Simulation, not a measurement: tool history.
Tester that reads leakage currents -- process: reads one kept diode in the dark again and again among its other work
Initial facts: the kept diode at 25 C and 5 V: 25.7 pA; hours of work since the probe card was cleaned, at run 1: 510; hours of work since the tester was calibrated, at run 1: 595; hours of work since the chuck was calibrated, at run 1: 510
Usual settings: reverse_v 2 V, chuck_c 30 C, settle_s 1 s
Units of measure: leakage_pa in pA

run   hour  reverse_v  chuck_c  settle_s  hours of work since the probe card was cleaned  hours of work since the tester was calibrated  hours of work since the chuck was calibrated  leakage_pa
  1      0          2       30         1                                             510                                            595                                           510        24.2
  2   24.3          2       30         1                                             520                                            605                                           520       24.13
  3     55       3.86       30         1                                             533                                            618                                           533       35.72
  4   88.8       3.86       30         1                                             547                                            632                                           547       35.79
  5  111.1       3.86       30         1                                             556                                            641                                           556       35.77
  6  156.1          2       30      2.74                                             575                                            660                                           575       23.88
  7  177.6          2       30      2.74                                             584                                            669                                           584       24.13
  8  210.2          2       30         1                                             597                                            683                                           597       24.23
     215.9  -- probe card cleaned and baked
  9  251.7          2       37         1                                              15                                            699                                           613       39.62
 10  292.6          2       37         1                                              32                                            716                                           630        39.8
 11    338          2       37         1                                              51                                            735                                           649       39.76
 12  382.5      18.52       31         1                                              69                                            753                                           668      105.72
 13  422.2      14.96       49         1                                              86                                            770                                           684      276.46
 14  440.5          2       24      0.71                                              93                                            777                                           692       17.06
     459.4  -- probe card cleaned and baked, once more
 15  476.2      19.47       25      0.31                                               7                                            791                                           706       75.88
 16  498.6      11.64       39         1                                              16                                            800                                           715       122.1

Predict the results of run 17:
 17  517.3          2       59      1.85                                              24                                            808                                           723           ?

leakage_pa: 156.21 pA
Were there no unlogged condition in the tool, this run, its random variation unchanged, would have produced leakage_pa 150.79 pA.

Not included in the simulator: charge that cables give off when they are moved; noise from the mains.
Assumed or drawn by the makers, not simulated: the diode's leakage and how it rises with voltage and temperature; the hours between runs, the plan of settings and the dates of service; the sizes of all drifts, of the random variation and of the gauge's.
